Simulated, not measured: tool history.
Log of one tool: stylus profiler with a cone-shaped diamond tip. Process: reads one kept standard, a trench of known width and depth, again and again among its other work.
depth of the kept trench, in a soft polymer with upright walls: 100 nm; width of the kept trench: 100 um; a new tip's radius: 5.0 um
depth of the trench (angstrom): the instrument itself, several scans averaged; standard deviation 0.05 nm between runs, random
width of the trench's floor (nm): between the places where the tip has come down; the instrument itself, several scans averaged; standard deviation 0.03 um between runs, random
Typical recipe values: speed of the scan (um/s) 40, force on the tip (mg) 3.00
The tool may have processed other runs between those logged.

run	hour	speed of the scan (um/s)	force on the tip (mg)	depth of the trench (angstrom)	width of the trench's floor (nm)
1	0.0	40	3.00	1007.3	97060
2	60.9	40	3.00	1007.2	97060
3	100.0	40	3.00	1007.8	97050
4	156.7	40	3.00	1006.7	97020
5	205.6	40	2.85	1006.9	96960
6	234.3	40	2.85	1006.4	97040
7	288.3	40	1.34	1001.5	96880
8	318.5	40	3.00	1007.2	96940
# hour 362.2: height scale calibrated on a step standard
9	365.5	40	3.00	1001.8	96970
# hour 389.2: new tip fitted, height scale calibrated
10	422.8	84	1.27	1005.4	97230
# hour 477.3: height scale calibrated on a step standard, once more
11	483.1	40	2.61	1011.2	97700
12	523.5	12	1.20	1005.7	97840
13	559.8	28	1.09	1005.7	97610
14	587.8	38	3.35	1012.6	97710
15	639.2	71	3.00	1011.0	97440
16	685.5	40	6.34	1019.9	97690

Consider 4 possible next runs. They are alternatives, not a sequence: every one starts from the tool as it was left by run 16. What does each give?
A	741.4	105	1.19	?	?
B	741.4	40	1.93	?	?
C	741.4	52	3.00	?	?
D	741.4	16	8.79	?	?

run	depth of the trench (angstrom)	width of the trench's floor (nm)
A	1006.1	96830
B	1008.1	97560
C	1011.5	97600
D	1024.3	97800
Take away the tool's hidden state, keep each run's random variation, and the runs would have read:
run	depth of the trench (angstrom)	width of the trench's floor (nm)
A	1006.7	96980
B	1008.7	97710
C	1012.1	97750
D	1024.9	97950
